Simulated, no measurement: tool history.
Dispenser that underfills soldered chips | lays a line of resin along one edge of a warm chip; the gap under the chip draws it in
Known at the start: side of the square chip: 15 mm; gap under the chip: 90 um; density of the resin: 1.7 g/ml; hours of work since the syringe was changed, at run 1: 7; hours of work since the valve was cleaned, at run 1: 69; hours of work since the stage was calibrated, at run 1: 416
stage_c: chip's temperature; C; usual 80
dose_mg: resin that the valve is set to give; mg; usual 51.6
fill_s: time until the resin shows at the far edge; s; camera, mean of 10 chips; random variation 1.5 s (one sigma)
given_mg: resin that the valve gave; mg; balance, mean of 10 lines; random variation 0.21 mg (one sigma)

run,hour,stage_c,dose_mg,hours of work since the syringe was changed,hours of work since the valve was cleaned,hours of work since the stage was calibrated,fill_s,given_mg
1,0,80,51.6,7,69,416,215.2,48.28
# hour 2: dispensing valve cleaned and set on the balance
# hour 6.2: new syringe of resin
2,14.9,80,51.6,6,9,426,198.9,51.44
# hour 21.7: new syringe of resin
3,27.6,80,51.6,4,18,434,180.3,50.84
# hour 36.7: new syringe of resin
4,38.6,80,51.6,1,25,442,142.8,50.42
5,45.1,80,51.6,6,30,447,203.5,49.71
# hour 52.2: new syringe of resin
6,57.5,80,51.6,4,38,455,168.8,49.7
# hour 67.1: new syringe of resin
7,71.9,80,51.6,3,48,465,166,49.3
8,78.8,80,51.6,8,53,470,234.5,48.73
# hour 83: new syringe of resin
9,94.2,80,51.6,8,64,481,229.4,48.79
# hour 98.4: new syringe of resin
# hour 103.1: dispensing valve cleaned and set on the balance
10,103.5,80,51.6,3,0,486,160.7,51.51
11,111.3,80,51.6,8,6,492,229.7,51.73
# hour 115: new syringe of resin
12,118.7,80,51.6,3,11,497,158.6,50.99
13,129,80,54.8,10,18,504,251.8,53.82
# hour 130.3: new syringe of resin
14,136.1,80,54.8,4,23,509,173.1,53.96
# hour 145.3: new syringe of resin
15,151.2,80,55.4,4,33,519,164.1,53.69
# hour 160.5: new syringe of resin
16,166,80,55.4,4,43,529,165.3,53.43
# hour 175.6: new syringe of resin
17,181.9,80,50.2,4,54,540,178.2,47.95
18,189.5,80,50.2,10,60,546,251.2,47.47
# hour 190.9: new syringe of resin
19,196.6,93,53,4,65,551,116.9,49.98
# hour 203.5: dispensing valve cleaned and set on the balance
# hour 207.3: new syringe of resin
20,208.8,74,55.2,1,4,558,165.1,55.26
21,215.5,79,58.2,6,8,563,195.7,58.08
# hour 222.3: new syringe of resin
22,222.4,79,58.2,0,13,568,132.7,57.45
23,233.6,68,51.6,8,21,575,310.2,50.54
# hour 237.5: new syringe of resin
24,242.2,68,51.6,3,27,581,229,50.19
# hour 252.4: new syringe of resin
25,258.1,84,63.9,4,38,592,153.8,61.94
# hour 267.9: new syringe of resin
26,269.1,80,63.9,1,45,600,130.2,61.58
27,281.6,86,59.1,10,54,609,198.4,56.68
# hour 282.9: new syringe of resin
28,296.6,86,59.1,10,64,619,203.8,55.38
# hour 297.7: new syringe of resin
# hour 304.8: dispensing valve cleaned and set on the balance
# hour 305.8: stage's temperature calibrated
29,311.9,86,59.1,9,4,4,213.5,59.14
# hour 315.7: new syringe of resin
30,320.7,67,53.1,4,10,10,274.6,52.98
# hour 331.3: new syringe of resin
31,334.6,70,63.1,2,20,20,225.8,62.32
# hour 347.2: new syringe of resin
32,349.1,88,65.4,1,30,30,124.9,63.91
33,360.1,88,65.4,9,38,38,207.1,63.4

4 ways to go on from here, each from the tool as it stands after run 33. What would each give?
# hour 362.8: new syringe of resin
A,368.7,84,63,4,43,43,?,?
# hour 362.8: new syringe of resin
B,368.7,80,50.6,4,43,43,?,?
# hour 362.8: new syringe of resin
C,368.7,73,60.9,4,43,43,?,?
# hour 362.8: new syringe of resin
D,368.7,79,58.3,4,43,43,?,?

run,fill_s,given_mg
A,167.8,60.37
B,193.3,48.5
C,236.6,58.36
D,195.6,55.5
Without the tool's hidden state the same runs would have given:
run,fill_s,given_mg
A,127.4,62.84
B,145.9,50.48
C,179.4,60.75
D,148.1,57.77
